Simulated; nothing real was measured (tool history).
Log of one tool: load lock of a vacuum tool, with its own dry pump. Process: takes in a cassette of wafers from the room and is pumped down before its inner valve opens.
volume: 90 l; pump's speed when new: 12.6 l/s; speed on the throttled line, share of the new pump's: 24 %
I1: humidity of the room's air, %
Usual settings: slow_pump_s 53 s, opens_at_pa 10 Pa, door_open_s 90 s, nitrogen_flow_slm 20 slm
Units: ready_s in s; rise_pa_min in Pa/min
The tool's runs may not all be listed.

{"run": 1, "hour": 0.0, "slow_pump_s": 53, "opens_at_pa": 10, "door_open_s": 90, "nitrogen_flow_slm": 20, "I1": 44.5, "ready_s": 113.5, "rise_pa_min": 0.147}
{"run": 2, "hour": 419.8, "slow_pump_s": 53, "opens_at_pa": 10, "door_open_s": 90, "nitrogen_flow_slm": 20, "I1": 46.5, "ready_s": 113.3, "rise_pa_min": 0.163}
{"run": 3, "hour": 932.6, "slow_pump_s": 53, "opens_at_pa": 10, "door_open_s": 90, "nitrogen_flow_slm": 20, "I1": 46.3, "ready_s": 113.3, "rise_pa_min": 0.171}
{"run": 4, "hour": 1399.9, "slow_pump_s": 53, "opens_at_pa": 10, "door_open_s": 90, "nitrogen_flow_slm": 20, "I1": 45.8, "ready_s": 113.2, "rise_pa_min": 0.177}
{"run": 5, "hour": 2008.4, "slow_pump_s": 53, "opens_at_pa": 10, "door_open_s": 90, "nitrogen_flow_slm": 20, "I1": 47.5, "ready_s": 115.2, "rise_pa_min": 0.175}
{"run": 6, "hour": 2577.0, "slow_pump_s": 53, "opens_at_pa": 10, "door_open_s": 90, "nitrogen_flow_slm": 20, "I1": 44.9, "ready_s": 115.4, "rise_pa_min": 0.193}
{"hour": 2639.6, "done": "door's seal changed, seat wiped"}
{"run": 7, "hour": 2938.4, "slow_pump_s": 53, "opens_at_pa": 10, "door_open_s": 90, "nitrogen_flow_slm": 20, "I1": 43.1, "ready_s": 114.4, "rise_pa_min": 0.04}
{"run": 8, "hour": 3394.1, "slow_pump_s": 53, "opens_at_pa": 10, "door_open_s": 90, "nitrogen_flow_slm": 21, "I1": 45.5, "ready_s": 114.8, "rise_pa_min": 0.047}
{"run": 9, "hour": 4008.0, "slow_pump_s": 53, "opens_at_pa": 10, "door_open_s": 90, "nitrogen_flow_slm": 21, "I1": 45.1, "ready_s": 115.1, "rise_pa_min": 0.048}
{"run": 10, "hour": 4366.7, "slow_pump_s": 53, "opens_at_pa": 10, "door_open_s": 90, "nitrogen_flow_slm": 21, "I1": 45.9, "ready_s": 115.8, "rise_pa_min": 0.045}
{"run": 11, "hour": 4715.1, "slow_pump_s": 53, "opens_at_pa": 10, "door_open_s": 90, "nitrogen_flow_slm": 21, "I1": 44.6, "ready_s": 115.6, "rise_pa_min": 0.05}
{"run": 12, "hour": 5245.2, "slow_pump_s": 53, "opens_at_pa": 10, "door_open_s": 90, "nitrogen_flow_slm": 38, "I1": 45.4, "ready_s": 116.1, "rise_pa_min": 0.045}
{"run": 13, "hour": 5751.4, "slow_pump_s": 53, "opens_at_pa": 10, "door_open_s": 90, "nitrogen_flow_slm": 39, "I1": 46.7, "ready_s": 115.5, "rise_pa_min": 0.042}
{"run": 14, "hour": 6369.9, "slow_pump_s": 53, "opens_at_pa": 10, "door_open_s": 90, "nitrogen_flow_slm": 20, "I1": 47.3, "ready_s": 115.9, "rise_pa_min": 0.058}
{"run": 15, "hour": 6740.4, "slow_pump_s": 53, "opens_at_pa": 10, "door_open_s": 90, "nitrogen_flow_slm": 20, "I1": 44.7, "ready_s": 116.7, "rise_pa_min": 0.058}
{"run": 16, "hour": 7081.0, "slow_pump_s": 53, "opens_at_pa": 14, "door_open_s": 48, "nitrogen_flow_slm": 20, "I1": 47.1, "ready_s": 114.6, "rise_pa_min": 0.056}
{"hour": 7334.7, "done": "dry pump taken out, an overhauled one fitted"}
{"run": 17, "hour": 7525.7, "slow_pump_s": 57, "opens_at_pa": 10, "door_open_s": 90, "nitrogen_flow_slm": 20, "I1": 45.5, "ready_s": 109.1, "rise_pa_min": 0.061}
{"run": 18, "hour": 7837.8, "slow_pump_s": 57, "opens_at_pa": 10, "door_open_s": 90, "nitrogen_flow_slm": 20, "I1": 43.7, "ready_s": 110.3, "rise_pa_min": 0.065}
{"run": 19, "hour": 8307.3, "slow_pump_s": 57, "opens_at_pa": 20, "door_open_s": 26, "nitrogen_flow_slm": 20, "I1": 41.8, "ready_s": 105.1, "rise_pa_min": 0.053}
{"run": 20, "hour": 8884.3, "slow_pump_s": 44, "opens_at_pa": 14, "door_open_s": 189, "nitrogen_flow_slm": 20, "I1": 46.8, "ready_s": 98, "rise_pa_min": 0.092}
{"run": 21, "hour": 9452.6, "slow_pump_s": 100, "opens_at_pa": 10, "door_open_s": 41, "nitrogen_flow_slm": 25, "I1": 44.2, "ready_s": 142.7, "rise_pa_min": 0.067}
{"run": 22, "hour": 9761.4, "slow_pump_s": 49, "opens_at_pa": 18, "door_open_s": 44, "nitrogen_flow_slm": 25, "I1": 45.7, "ready_s": 99.4, "rise_pa_min": 0.071}
{"run": 23, "hour": 10100.5, "slow_pump_s": 83, "opens_at_pa": 10, "door_open_s": 30, "nitrogen_flow_slm": 20, "I1": 43.4, "ready_s": 130.7, "rise_pa_min": 0.068}
{"run": 24, "hour": 10466.2, "slow_pump_s": 72, "opens_at_pa": 10, "door_open_s": 122, "nitrogen_flow_slm": 4, "I1": 44.5, "ready_s": 122.4, "rise_pa_min": 0.116}
{"run": 25, "hour": 10951.4, "slow_pump_s": 72, "opens_at_pa": 10, "door_open_s": 122, "nitrogen_flow_slm": 4, "I1": 45.4, "ready_s": 123.2, "rise_pa_min": 0.119}
{"run": 26, "hour": 11447.0, "slow_pump_s": 88, "opens_at_pa": 10, "door_open_s": 41, "nitrogen_flow_slm": 13, "I1": 45.3, "ready_s": 133.6, "rise_pa_min": 0.083}
{"run": 27, "hour": 11813.5, "slow_pump_s": 81, "opens_at_pa": 10, "door_open_s": 30, "nitrogen_flow_slm": 7, "I1": 43.7, "ready_s": 128.5, "rise_pa_min": 0.092}
{"run": 28, "hour": 12238.1, "slow_pump_s": 57, "opens_at_pa": 10, "door_open_s": 198, "nitrogen_flow_slm": 7, "I1": 41.8, "ready_s": 110.7, "rise_pa_min": 0.135}

Forecast each of these 5 alternatives for the next run:
{"run": "A", "hour": 12750.3, "slow_pump_s": 27, "opens_at_pa": 10, "door_open_s": 170, "nitrogen_flow_slm": 14, "I1": 45.2, "ready_s": "?", "rise_pa_min": "?"}
{"run": "B", "hour": 12750.3, "slow_pump_s": 57, "opens_at_pa": 10, "door_open_s": 42, "nitrogen_flow_slm": 7, "I1": 43.7, "ready_s": "?", "rise_pa_min": "?"}
{"run": "C", "hour": 12750.3, "slow_pump_s": 57, "opens_at_pa": 10, "door_open_s": 203, "nitrogen_flow_slm": 16, "I1": 43.1, "ready_s": "?", "rise_pa_min": "?"}
{"run": "D", "hour": 12750.3, "slow_pump_s": 40, "opens_at_pa": 10, "door_open_s": 116, "nitrogen_flow_slm": 20, "I1": 43.1, "ready_s": "?", "rise_pa_min": "?"}
{"run": "E", "hour": 12750.3, "slow_pump_s": 57, "opens_at_pa": 10, "door_open_s": 42, "nitrogen_flow_slm": 7, "I1": 45.4, "ready_s": "?", "rise_pa_min": "?"}

run=A ready_s=88.9 rise_pa_min=0.129
run=B ready_s=110.4 rise_pa_min=0.102
run=C ready_s=112.8 rise_pa_min=0.123
run=D ready_s=98.2 rise_pa_min=0.116
run=E ready_s=110.4 rise_pa_min=0.111
Without the tool's hidden state the same runs would have given:
run=A ready_s=86.8 rise_pa_min=0.061
run=B ready_s=108.5 rise_pa_min=0.034
run=C ready_s=110.8 rise_pa_min=0.056
run=D ready_s=96.3 rise_pa_min=0.048
run=E ready_s=108.6 rise_pa_min=0.043
